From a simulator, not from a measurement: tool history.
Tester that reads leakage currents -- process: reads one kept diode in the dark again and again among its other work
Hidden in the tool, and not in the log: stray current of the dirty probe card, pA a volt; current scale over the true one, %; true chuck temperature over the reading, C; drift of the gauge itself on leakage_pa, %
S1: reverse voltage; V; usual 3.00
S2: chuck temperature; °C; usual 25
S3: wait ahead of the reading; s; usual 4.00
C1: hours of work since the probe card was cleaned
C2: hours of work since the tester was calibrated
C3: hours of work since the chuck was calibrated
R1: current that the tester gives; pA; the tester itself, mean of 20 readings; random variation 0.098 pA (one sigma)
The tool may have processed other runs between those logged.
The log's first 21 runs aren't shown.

{"run": 22, "hour": 753.6, "S1": 1.57, "S2": 58, "S3": 0.41, "C1": 1713, "C2": 2272, "C3": 1050, "R1": 220.71}
{"run": 23, "hour": 781.2, "S1": 11.36, "S2": 58, "S3": 2.73, "C1": 1734, "C2": 2292, "C3": 1070, "R1": 534.08}
{"run": 24, "hour": 827.1, "S1": 3.0, "S2": 20, "S3": 4.0, "C1": 1768, "C2": 2327, "C3": 1105, "R1": 19.76}
{"run": 25, "hour": 873.8, "S1": 1.14, "S2": 45, "S3": 9.39, "C1": 1804, "C2": 2362, "C3": 1140, "R1": 78.48}
{"run": 26, "hour": 917.3, "S1": 3.0, "S2": 39, "S3": 1.13, "C1": 1836, "C2": 2395, "C3": 1173, "R1": 78.76}
{"run": 27, "hour": 954.0, "S1": 3.0, "S2": 39, "S3": 1.13, "C1": 1864, "C2": 2423, "C3": 1201, "R1": 79.22}
{"run": 28, "hour": 978.5, "S1": 2.01, "S2": 31, "S3": 7.74, "C1": 1883, "C2": 2441, "C3": 1219, "R1": 36.39}
{"run": 29, "hour": 1028.3, "S1": 5.52, "S2": 26, "S3": 5.82, "C1": 1920, "C2": 2479, "C3": 1257, "R1": 41.76}
{"run": 30, "hour": 1066.3, "S1": 5.52, "S2": 25, "S3": 5.82, "C1": 1949, "C2": 2507, "C3": 1285, "R1": 39.0}
{"run": 31, "hour": 1089.8, "S1": 1.04, "S2": 31, "S3": 4.0, "C1": 1967, "C2": 2525, "C3": 1303, "R1": 26.41}
{"run": 32, "hour": 1130.7, "S1": 1.04, "S2": 31, "S3": 4.0, "C1": 1997, "C2": 2556, "C3": 1334, "R1": 26.6}

Below are 5 alternative next runs, each starting from the tool's condition after run 32. Predict each:
{"run": "A", "hour": 1172.0, "S1": 1.04, "S2": 42, "S3": 0.38, "C1": 2029, "C2": 2587, "C3": 1365, "R1": "?"}
{"run": "B", "hour": 1172.0, "S1": 16.98, "S2": 25, "S3": 0.33, "C1": 2029, "C2": 2587, "C3": 1365, "R1": "?"}
{"run": "C", "hour": 1172.0, "S1": 11.93, "S2": 38, "S3": 9.36, "C1": 2029, "C2": 2587, "C3": 1365, "R1": "?"}
{"run": "D", "hour": 1172.0, "S1": 11.13, "S2": 55, "S3": 4.0, "C1": 2029, "C2": 2587, "C3": 1365, "R1": "?"}
{"run": "E", "hour": 1172.0, "S1": 1.0, "S2": 31, "S3": 4.81, "C1": 2029, "C2": 2587, "C3": 1365, "R1": "?"}

run=A R1=60.05
run=B R1=77.46
run=C R1=140.18
run=D R1=429.05
run=E R1=25.93
With the hidden condition removed and each run's random variation left untouched, the same runs would have given:
run=A R1=65.52
run=B R1=63.92
run=C R1=140.71
run=D R1=459.91
run=E R1=27.77
